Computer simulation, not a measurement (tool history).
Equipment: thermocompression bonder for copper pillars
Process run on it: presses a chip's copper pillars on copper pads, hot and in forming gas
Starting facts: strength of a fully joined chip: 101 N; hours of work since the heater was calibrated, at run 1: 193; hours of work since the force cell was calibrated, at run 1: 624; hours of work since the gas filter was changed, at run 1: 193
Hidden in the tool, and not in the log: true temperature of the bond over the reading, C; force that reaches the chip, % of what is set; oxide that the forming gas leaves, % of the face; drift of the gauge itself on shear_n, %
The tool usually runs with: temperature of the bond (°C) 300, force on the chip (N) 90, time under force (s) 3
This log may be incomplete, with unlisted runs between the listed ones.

run,hour,temperature of the bond (°C),force on the chip (N),time under force (s),hours of work since the heater was calibrated,hours of work since the force cell was calibrated,hours of work since the gas filter was changed,force that shears a chip off (N)
1,0,300,90,3,193,624,193,39.3
2,13.8,300,90,3,204,635,204,38.9
3,39.7,300,90,3,225,655,225,39.3
4,67,300,90,3,246,677,246,39.5
5,86.4,300,90,3,262,692,262,38.7
# hour 97.5: forming gas filter changed
6,98.4,300,90,3,271,701,1,42.8
7,122.4,300,90,3,290,720,20,42.5
8,147.3,299,90,3,310,740,40,41.7
9,175,299,90,3,332,762,61,42.1
10,192,299,90,3,345,776,75,41.3
11,214.1,299,90,3,363,793,93,42
12,233,299,90,3,378,808,108,41.9
13,257.4,299,90,3,397,828,127,40.9
14,275.3,300,90,3,411,842,141,42.2
15,302.4,300,90,3,433,863,163,41
16,322.2,300,90,3,448,879,178,41.3
17,338.9,300,106,3,462,892,192,44.7
18,354.7,300,90,3,474,905,204,40.8
19,378.7,300,90,2,493,924,223,35.2
20,399.9,300,90,7,510,941,240,54.2
21,422.7,300,90,7,528,959,258,54
# hour 436.9: forming gas filter changed
22,439.7,300,90,7,541,972,2,59.9
23,462.5,275,90,2,559,990,20,26.3
24,478.9,300,105,6,572,1003,33,60.1
25,491.3,300,105,6,582,1013,43,60.8
26,503.5,300,105,6,592,1023,53,60.4
# hour 514.8: heater calibrated with a thermocouple chip
27,526.8,300,105,6,10,1040,70,54.3
28,552.2,284,61,7,30,1060,90,35.9
29,574.5,311,79,7,47,1077,108,57.1
30,592,329,107,7,61,1091,122,74.6
31,607.4,329,107,7,73,1103,134,74.1
32,626.4,306,59,3,89,1119,149,34.8
33,639.7,306,59,3,99,1129,159,34.3
34,667.1,312,56,2,121,1151,181,30.7
35,686,312,56,2,136,1166,196,30.7
36,702.1,312,56,2,149,1179,209,30.8
37,726,312,134,7,168,1198,228,67.6
38,753.3,275,78,7,189,1219,250,34.2
39,770.2,275,78,7,203,1233,263,34.1
# hour 778.1: forming gas filter changed
40,792.3,271,86,3,220,1250,11,27
41,807.7,274,66,3,232,1262,24,23.9

Measured result minus the same run's result without the hidden state. Both carry the same run-to-run variation, though not necessarily the same gauge scatter:
run,force that shears a chip off (N)
1,-1.9
2,-1.9
3,-2.1
4,-2.4
5,-2.6
6,+1.8
7,+1.6
8,+1.3
9,+1.2
10,+0.9
11,+0.8
12,+0.7
13,+0.4
14,+0.3
15,+0.1
16,-0.1
17,-0.3
18,-0.4
19,-0.3
20,-1.7
21,-2
22,+4.2
23,+2.6
24,+3.7
25,+3.6
26,+3.5
27,-2.1
28,-1.7
29,-2.7
30,-3.8
31,-4.1
32,-2
33,-2.1
34,-2.1
35,-2.2
36,-2.2
37,-5.6
38,-2.7
39,-2.8
40,+0.8
41,+0.6
